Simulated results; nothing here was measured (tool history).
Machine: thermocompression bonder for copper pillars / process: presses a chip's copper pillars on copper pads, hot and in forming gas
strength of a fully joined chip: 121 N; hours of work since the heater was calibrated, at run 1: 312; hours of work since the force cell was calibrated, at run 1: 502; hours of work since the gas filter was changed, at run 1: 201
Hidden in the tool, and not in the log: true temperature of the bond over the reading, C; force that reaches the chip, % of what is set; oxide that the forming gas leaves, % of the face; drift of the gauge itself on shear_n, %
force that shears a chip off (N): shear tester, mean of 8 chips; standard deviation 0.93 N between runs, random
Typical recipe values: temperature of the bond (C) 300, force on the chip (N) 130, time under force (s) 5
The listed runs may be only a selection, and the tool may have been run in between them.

run	hour	temperature of the bond (C)	force on the chip (N)	time under force (s)	hours of work since the heater was calibrated	hours of work since the force cell was calibrated	hours of work since the gas filter was changed	force that shears a chip off (N)
1	0.0	300	130	5	312	502	201	82.0
2	23.1	300	130	5	325	516	214	83.2
3	40.0	300	130	5	335	525	224	80.2
# hour 45.7: forming gas filter changed
4	60.6	300	130	5	346	537	9	83.3
5	82.0	300	170	5	359	549	21	98.4
6	101.1	300	170	5	370	560	32	99.2
7	122.2	325	130	5	382	572	44	94.1
8	135.5	325	130	5	389	580	52	95.0
9	147.0	325	130	5	396	587	58	95.6
10	166.5	325	130	5	407	598	70	96.0
11	190.4	325	130	5	421	611	83	95.1
12	214.4	300	130	5	435	625	97	85.9
13	225.4	300	130	5	441	632	103	85.3
14	243.2	300	146	5	451	642	114	90.4
15	260.9	300	146	5	461	652	124	91.1
16	282.9	300	146	5	474	665	136	89.9
17	295.7	300	146	5	481	672	144	90.0
18	307.8	300	146	5	488	679	151	91.2
19	319.2	300	130	10	495	686	157	100.1
20	342.8	300	130	10	509	699	171	98.0
21	357.8	327	116	3	517	708	179	79.3
22	372.7	319	119	7	526	716	188	96.3
23	384.1	319	119	7	532	723	195	96.2
24	398.5	319	132	4	541	731	203	87.5
25	413.4	300	135	13	549	740	211	105.0
26	433.5	300	135	13	561	751	223	104.3
# hour 439.8: forming gas filter changed
27	456.9	300	137	5	574	764	10	90.5
28	477.7	325	86	6	586	776	22	81.3
29	492.1	292	162	4	594	785	30	88.6
30	513.1	292	162	4	606	797	42	90.4
31	534.8	271	188	4	619	809	55	86.5
32	557.0	278	100	7	631	822	67	68.2
33	573.2	278	100	7	641	831	77	69.2
# hour 595.4: force cell calibrated
34	597.7	291	103	5	654	1	90	64.8
35	615.5	297	182	4	664	12	100	93.4
36	636.5	283	130	5	676	24	112	72.6
37	653.2	309	130	13	686	33	122	105.1
38	667.8	309	130	13	694	42	130	105.2
39	684.1	282	97	5	704	51	140	56.7

How the hidden state differs across the entries between the runs, from the last listed run before each to the first after it:
From run 3 to run 4: forming gas filter changed (hour 45.7)
  true temperature of the bond over the reading, C: 4.6 -> 4.7; force that reaches the chip, % of what is set: 106.1 -> 106.2; oxide that the forming gas leaves, % of the face: 2.86 -> 0.59
  the result without the hidden state subtracted from the measured one, force that shears a chip off (N): +3.7 -> +5.7
From run 26 to run 27: forming gas filter changed (hour 439.8)
  true temperature of the bond over the reading, C: 7.2 -> 7.3; force that reaches the chip, % of what is set: 108.6 -> 108.7; oxide that the forming gas leaves, % of the face: 2.62 -> 0.6
  the result without the hidden state subtracted from the measured one, force that shears a chip off (N): +4.0 -> +8.2
From run 33 to run 34: force cell calibrated (hour 595.4)
  true temperature of the bond over the reading, C: 8.1 -> 8.2; force that reaches the chip, % of what is set: 109.5 -> 100.3; oxide that the forming gas leaves, % of the face: 1.23 -> 1.35
  the result without the hidden state subtracted from the measured one, force that shears a chip off (N): +8.8 -> +3.8

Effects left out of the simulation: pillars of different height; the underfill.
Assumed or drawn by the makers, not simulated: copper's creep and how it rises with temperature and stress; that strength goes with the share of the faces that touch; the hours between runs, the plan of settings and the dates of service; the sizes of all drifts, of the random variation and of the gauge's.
